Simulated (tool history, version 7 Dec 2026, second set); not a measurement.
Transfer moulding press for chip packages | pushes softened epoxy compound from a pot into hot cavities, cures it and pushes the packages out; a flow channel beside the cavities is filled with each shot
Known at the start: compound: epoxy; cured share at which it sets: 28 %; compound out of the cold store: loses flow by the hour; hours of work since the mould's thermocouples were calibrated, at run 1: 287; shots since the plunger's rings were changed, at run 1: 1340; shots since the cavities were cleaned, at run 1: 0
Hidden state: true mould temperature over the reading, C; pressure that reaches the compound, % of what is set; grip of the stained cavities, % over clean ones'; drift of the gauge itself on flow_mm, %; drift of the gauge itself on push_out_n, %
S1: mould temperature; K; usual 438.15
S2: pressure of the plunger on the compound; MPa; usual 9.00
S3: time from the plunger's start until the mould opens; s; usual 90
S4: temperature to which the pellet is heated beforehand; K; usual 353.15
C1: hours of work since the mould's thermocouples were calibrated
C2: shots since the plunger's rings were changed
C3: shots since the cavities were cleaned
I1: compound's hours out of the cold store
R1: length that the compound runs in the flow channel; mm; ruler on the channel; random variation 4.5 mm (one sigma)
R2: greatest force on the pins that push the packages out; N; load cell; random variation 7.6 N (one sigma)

run   hour      S1     S2   S3      S4   C1    C2   C3    I1   R1    R2
  1    0.0  438.15   9.00   90  353.15  287  1340    0  46.5  758   314
  2   20.8  438.15   9.00   90  353.15  302  1625  285  21.2  870   464
  3   39.4  438.15   9.00   90  353.15  315  1879  539  26.5  843   534
  4   55.2  438.15   9.00  100  353.15  326  2096  756  32.4  814   518
  5   68.9  438.15   9.00   90  353.15  336  2283  943  35.7  790   585
      77.0  -- cavities cleaned with cleaning compound and waxed
  6   83.8  438.15   9.00   90  353.15  345  2468   94  15.5  886   383
  7  104.4  438.15  10.85   90  353.15  360  2750  376  19.2  953   493
  8  130.8  438.15  10.85   90  353.15  378  3110  736  42.9  833   558
     152.8  -- cavities cleaned with cleaning compound and waxed
  9  155.6  438.15   9.00   90  353.15  394  3430   38  10.5  904   347
 10  177.9  438.15   9.00  129  353.15  410  3735  343  15.2  869   359
 11  192.8  438.15   9.00  129  353.15  420  3939  547  24.2  834   398
 12  204.0  438.15   9.00  129  353.15  428  4093  701  13.7  876   444
 13  217.9  438.15   9.00  129  353.15  438  4284  892  10.2  893   471
     224.0  -- mould's thermocouples calibrated
     230.8  -- cavities cleaned with cleaning compound and waxed
 14  237.2  438.15   9.00  129  353.15    8  4499   86  29.8  787   262
 15  262.2  438.15   7.60  129  353.15   26  4843  430  41.1  684   386
 16  281.1  436.15   9.27  103  351.15   39  5102  689  35.0  782   516
     295.2  -- mould's thermocouples calibrated, once more
 17  295.2  436.15   9.27  103  351.15    0  5267  854  37.8  769   581
     310.3  -- cavities cleaned with cleaning compound and waxed
 18  311.7  430.15  10.08   90  353.15   11  5472   19  43.1  796   583
 19  329.9  438.15  10.80   77  353.15   23  5722  269  12.3  940   696
 20  346.3  438.15  10.80   77  353.15   35  5947  494  29.0  862   734
 21  368.2  438.15   9.91   90  353.15   50  6247  794  26.3  821   594
     377.9  -- plunger's sealing rings changed
     389.2  -- cavities cleaned with cleaning compound and waxed
 22  392.2  430.15   7.72   86  357.15   64   176   41  12.3  891   745
 23  415.6  430.15   7.72   86  357.15   80   496  361  27.2  821   968
 24  435.2  430.15   7.29   86  356.15   94   765  630  19.0  834  1205
 25  448.3  430.15   7.29   84  356.15  103   944  809  36.3  755  1220
 26  460.0  430.15   6.84   78  345.15  112  1104  969   9.9  846  1782
     465.9  -- cavities cleaned with cleaning compound and waxed
 27  475.3  438.15   9.63   84  350.15  121  1293  128  44.1  808   432
 28  500.1  438.15   9.63   84  350.15  139  1633  468  28.4  867   619

4 ways to go on from here, each from the tool as it stands after run 28. What would each give?
  A  511.5  431.15  9.00  90  353.15  147  1790  625  19.5   ?   ?
  B  511.5  437.15  9.63  84  350.15  147  1790  625  30.0   ?   ?
  C  511.5  438.15  6.89  82  362.15  147  1790  625  34.0   ?   ?
  D  511.5  438.15  9.00  98  352.15  147  1790  625  36.7   ?   ?

run   R1    R2
  A  910  1034
  B  867   715
  C  702   679
  D  801   511
Without the tool's hidden state the same runs would have given:
run   R1   R2
  A  935  553
  B  891  384
  C  722  363
  D  823  274

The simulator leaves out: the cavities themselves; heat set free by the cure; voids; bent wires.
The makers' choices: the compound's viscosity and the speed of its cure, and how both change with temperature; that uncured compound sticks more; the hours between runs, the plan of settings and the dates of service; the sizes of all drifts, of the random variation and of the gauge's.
